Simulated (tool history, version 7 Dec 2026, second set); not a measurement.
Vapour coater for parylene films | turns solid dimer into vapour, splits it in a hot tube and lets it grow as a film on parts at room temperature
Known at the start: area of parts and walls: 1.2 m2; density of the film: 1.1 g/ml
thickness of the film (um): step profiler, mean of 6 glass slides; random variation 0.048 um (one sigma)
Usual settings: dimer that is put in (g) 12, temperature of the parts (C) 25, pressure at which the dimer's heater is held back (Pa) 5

run	hour	dimer that is put in (g)	temperature of the parts (C)	pressure at which the dimer's heater is held back (Pa)	thickness of the film (um)
1	0	12	25	5	5.44
2	40.9	12	25	5	5.32
3	73.4	12	25	5	5.31
4	119.7	12	25	5	5.3
5	164.7	12	25	5	5.27
6	196.4	12	25	5	5.28
7	232.1	12	25	5	5.24
8	268.6	12	25	5	5.26
9	295.2	12	25	5	5.17
10	322.9	17	22	3.94	8.03
11	353.1	6	35	8.66	1.87
12	400	6	35	8.66	1.91
13	448.8	6	31	7.06	2.1
14	495.5	14	31	4.13	5.43

3 ways to go on from here, each from the tool as it stands after run 14. What would each give?
A	524.6	14	27	5.3	?
B	524.6	6	25	5	?
C	524.6	6	23	6.81	?

run	thickness of the film (um)
A	5.54
B	2.51
C	2.44
Without the tool's hidden state the same runs would have given:
run	thickness of the film (um)
A	6.07
B	2.74
C	2.67
